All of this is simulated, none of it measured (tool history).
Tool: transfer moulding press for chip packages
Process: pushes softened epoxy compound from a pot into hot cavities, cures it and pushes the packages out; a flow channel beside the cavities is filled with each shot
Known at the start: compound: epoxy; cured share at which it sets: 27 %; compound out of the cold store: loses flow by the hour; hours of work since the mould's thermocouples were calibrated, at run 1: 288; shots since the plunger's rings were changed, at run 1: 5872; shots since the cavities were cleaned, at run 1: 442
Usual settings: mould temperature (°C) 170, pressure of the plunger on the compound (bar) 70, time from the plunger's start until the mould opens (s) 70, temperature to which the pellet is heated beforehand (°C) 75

run,hour,mould temperature (°C),pressure of the plunger on the compound (bar),time from the plunger's start until the mould opens (s),temperature to which the pellet is heated beforehand (°C),hours of work since the mould's thermocouples were calibrated,shots since the plunger's rings were changed,shots since the cavities were cleaned,incoming compound's hours out of the cold store,length that the compound runs in the flow channel (mm),greatest force on the pins that push the packages out (N)
1,0,170,70,70,75,288,5872,442,18.5,776,498
# hour 17.4: cavities cleaned with cleaning compound and waxed
2,37.1,170,70,70,75,313,6522,360,38,679,635
# hour 48.7: plunger's sealing rings changed
# hour 60.1: cavities cleaned with cleaning compound and waxed
3,78,170,70,70,75,338,508,327,15.1,833,470
# hour 98.1: cavities cleaned with cleaning compound and waxed
4,108,170,70,70,75,358,1026,180,38.2,719,404
5,131.2,170,70,70,75,374,1450,604,12.7,839,527
# hour 136.7: cavities cleaned with cleaning compound and waxed
# hour 174.4: cavities cleaned with cleaning compound and waxed
6,181.8,170,70,70,75,408,2319,135,20,804,406
# hour 212.1: cavities cleaned with cleaning compound and waxed
7,220.6,170,70,70,75,434,3000,155,10.6,838,421
# hour 237.2: cavities cleaned with cleaning compound and waxed, once more
8,261.1,171,70,70,75,461,3711,435,29.8,737,485
# hour 276.9: cavities cleaned with cleaning compound and waxed
9,295.2,171,70,70,75,484,4306,333,19,786,451
# hour 312.5: mould's thermocouples calibrated
# hour 317.2: cavities cleaned with cleaning compound and waxed
10,321,171,70,70,75,5,4713,69,42.7,674,379
11,343.1,171,70,70,78,20,5116,472,34.2,709,484
# hour 355.8: cavities cleaned with cleaning compound and waxed
12,379.6,176,70,70,80,45,5754,434,13.3,796,454
# hour 395.7: cavities cleaned with cleaning compound and waxed
13,417.7,176,70,70,80,70,6423,402,16.6,774,441
# hour 433.7: plunger's sealing rings changed
# hour 439.9: cavities cleaned with cleaning compound and waxed
14,445,164,70,95,66,87,180,94,41,729,392

Forecast run 15:
# hour 479: cavities cleaned with cleaning compound and waxed
15,497.1,162,81.4,95,66,122,1103,331,9,?,?

Run 15 gave length that the compound runs in the flow channel (mm) 963, greatest force on the pins that push the packages out (N) 469.
Without the tool's hidden state the same run would have given length that the compound runs in the flow channel (mm) 974, greatest force on the pins that push the packages out (N) 359.
